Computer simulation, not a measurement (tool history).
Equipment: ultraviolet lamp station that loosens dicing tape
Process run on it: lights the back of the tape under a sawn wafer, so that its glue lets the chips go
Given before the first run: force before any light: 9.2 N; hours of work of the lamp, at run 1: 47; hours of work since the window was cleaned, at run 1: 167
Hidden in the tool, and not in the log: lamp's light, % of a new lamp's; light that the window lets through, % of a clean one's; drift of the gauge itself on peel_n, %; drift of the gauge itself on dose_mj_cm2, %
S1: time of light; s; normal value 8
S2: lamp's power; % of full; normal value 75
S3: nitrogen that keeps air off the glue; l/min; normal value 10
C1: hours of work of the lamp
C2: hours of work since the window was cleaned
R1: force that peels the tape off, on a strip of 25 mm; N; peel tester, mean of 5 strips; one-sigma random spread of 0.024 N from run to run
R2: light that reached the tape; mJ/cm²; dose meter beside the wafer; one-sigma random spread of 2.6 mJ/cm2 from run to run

Run 1, hour 0.0: usual settings; C1 47; C2 167. Result: R1 1.185 N, R2 325 mJ/cm².
Run 2, hour 6.6: usual settings but S3 18 l/min; C1 50; C2 170. Result: R1 0.805 N, R2 323 mJ/cm².
Run 3, hour 15.2: usual settings but S3 18 l/min; C1 54; C2 174. Result: R1 0.828 N, R2 319 mJ/cm².
Run 4, hour 25.4: usual settings but S1 16 s; C1 59; C2 178. Result: R1 0.236 N, R2 642 mJ/cm².
Run 5, hour 32.9: usual settings but S1 16 s; C1 62; C2 182. Result: R1 0.247 N, R2 641 mJ/cm².
Run 6, hour 44.2: usual settings but S1 16 s; C1 68; C2 187. Result: R1 0.243 N, R2 640 mJ/cm².
Run 7, hour 55.7: usual settings but S1 16 s; C1 73; C2 193. Result: R1 0.234 N, R2 646 mJ/cm².
Run 8, hour 64.8: usual settings but S1 11 s; C1 77; C2 197. Result: R1 0.591 N, R2 442 mJ/cm².
Run 9, hour 74.4: usual settings but S1 11 s; C1 82; C2 201. Result: R1 0.625 N, R2 444 mJ/cm².
Run 10, hour 80.6: usual settings; C1 85; C2 204. Result: R1 1.161 N, R2 324 mJ/cm².
Run 11, hour 90.4: usual settings but S1 14 s, S2 63 % of full, S3 8 l/min; C1 89; C2 209. Result: R1 0.620 N, R2 476 mJ/cm².
Run 12, hour 99.2: usual settings but S2 97 % of full, S3 7 l/min; C1 93; C2 213. Result: R1 0.915 N, R2 418 mJ/cm².
Run 13, hour 108.7: usual settings but S1 12 s; C1 98; C2 218. Result: R1 0.480 N, R2 481 mJ/cm².
Run 14, hour 120.0: usual settings but S1 5 s, S2 83 % of full; C1 103; C2 223. Result: R1 2.145 N, R2 223 mJ/cm².
Run 15, hour 126.7: usual settings but S1 5 s, S2 89 % of full, S3 6 l/min; C1 106; C2 226. Result: R1 2.538 N, R2 238 mJ/cm².
Run 16, hour 138.0: usual settings but S1 5 s, S2 89 % of full, S3 5 l/min; C1 112; C2 231. Result: R1 2.789 N, R2 235 mJ/cm².
Run 17, hour 149.7: usual settings but S1 5 s, S2 89 % of full, S3 5 l/min; C1 117; C2 237. Result: R1 2.801 N, R2 236 mJ/cm².
Run 18, hour 158.3: usual settings but S2 67 % of full, S3 17 l/min; C1 121; C2 241. Result: R1 1.077 N, R2 284 mJ/cm².
Run 19, hour 166.6: usual settings but S2 67 % of full, S3 17 l/min; C1 125; C2 245. Result: R1 1.082 N, R2 285 mJ/cm².
Run 20, hour 176.2: usual settings but S1 4 s, S2 66 % of full; C1 129; C2 249. Result: R1 3.591 N, R2 141 mJ/cm².

Alternative continuations, all from the tool just after run 20; predict every row:
Run A, hour 186.5: usual settings but S1 5 s, S2 82 % of full, S3 11 l/min; C1 134; C2 254. Result: R1 ?, R2 ?.
Run B, hour 186.5: usual settings but S1 15 s, S2 94 % of full; C1 134; C2 254. Result: R1 ?, R2 ?.
Run C, hour 186.5: usual settings but S1 16 s, S2 99 % of full, S3 4 l/min; C1 134; C2 254. Result: R1 ?, R2 ?.

run     R1   R2
  A  2.113  221
  B  0.174  763
  C  0.268  848
Take away the tool's hidden state, keep each run's random variation, and the runs would have read:
run     R1   R2
  A  2.108  222
  B  0.174  764
  C  0.267  850
